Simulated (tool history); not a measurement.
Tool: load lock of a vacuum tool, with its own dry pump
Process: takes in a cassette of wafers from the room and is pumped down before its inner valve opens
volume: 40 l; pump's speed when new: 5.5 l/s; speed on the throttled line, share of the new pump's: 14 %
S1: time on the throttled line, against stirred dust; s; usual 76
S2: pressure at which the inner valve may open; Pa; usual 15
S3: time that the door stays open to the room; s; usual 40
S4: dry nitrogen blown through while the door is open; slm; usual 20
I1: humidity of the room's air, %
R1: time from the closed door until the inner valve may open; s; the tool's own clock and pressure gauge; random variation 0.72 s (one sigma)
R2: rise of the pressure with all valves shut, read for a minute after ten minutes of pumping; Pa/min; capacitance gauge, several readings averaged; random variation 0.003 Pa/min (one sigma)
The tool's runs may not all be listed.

run    hour   S1  S2   S3  S4    I1     R1     R2
  1     0.0   76  15   40  20  45.5  131.4  0.383
  2   187.5   76  15   40  20  44.0  130.8  0.389
  3   408.5   76  15   62  20  43.5  131.3  0.405
  4   529.6   76  15   40  20  42.6  132.2  0.395
  5   723.8   76  15   40  20  45.7  132.4  0.406
  6   953.5   76  15   29  20  45.6  131.1  0.411
  7  1177.5   76  15   29  20  43.3  131.5  0.412
  8  1374.5   76  15  124  20  41.3  131.5  0.440
  9  1581.8   76  15  124  20  40.4  130.8  0.450
 10  1702.9   76  15  124  20  45.0  131.6  0.462
 11  1820.2   90  15   40  20  46.1  145.4  0.445
 12  1954.1   90  15   40  20  44.0  144.5  0.452
 13  2124.9   76  15   40  20  45.1  131.1  0.455
 14  2275.8   76  15   40  20  45.3  129.7  0.451
 15  2458.9   76  15   40  20  46.2  132.2  0.461
 16  2705.1   76  15   40  20  46.7  132.7  0.479
 17  2877.0   76  17  105   7  43.4  129.4  0.523
 18  3085.6   76  17  105   7  43.5  132.0  0.515
 19  3225.4  102  29   40  44  49.8  151.1  0.482
 20  3334.2  126  25   40  11  44.4  170.7  0.508
 21  3538.0   68  15   40  20  45.8  126.1  0.506
 22  3703.1   68  15   40  20  43.3  125.5  0.516
 23  3909.7  146  15   40  21  44.4  191.8  0.517
 24  4053.0  146  15   40  21  42.2  191.3  0.512
 25  4234.1  116  15  154  20  44.1  166.7  0.552
 26  4452.5  116  15  154  20  43.4  166.7  0.549
 27  4637.1  116  15  154  20  45.7  167.8  0.566
 28  4809.0   76  15  125  20  43.3  132.6  0.561
 29  4970.9   76  15  125  20  44.0  133.2  0.576
 30  5138.2   79  15   96  20  48.9  136.1  0.586
 31  5337.8   79  15   96  20  48.0  137.3  0.596
 32  5464.4   76  20   36  12  44.9  130.7  0.575

Some steps in R1 between neighbouring runs. How much of each would the tool show without its hidden state too (settings, what came in, random variation), and how much is left for the hidden state, with any gauge scatter that isn't in both results?
The hidden state here: pump's speed, % of a new pump's; leak at the door's seal, Pa l/s; drift of the gauge itself on ready_s, %; drift of the gauge itself on rise_pa_min, %.
Run 20 -> 21: S1 126 -> 68, S2 25 -> 15, S4 11 -> 20. R1 -44.6 s: hidden state +0.5, all else -45.1.
Run 22 -> 23: S1 68 -> 146, S4 20 -> 21. R1 +66.3 s: hidden state -0.4, all else +66.7.
Run 27 -> 28: S1 116 -> 76, S3 154 -> 125. R1 -35.2 s: hidden state +0.5, all else -35.7.
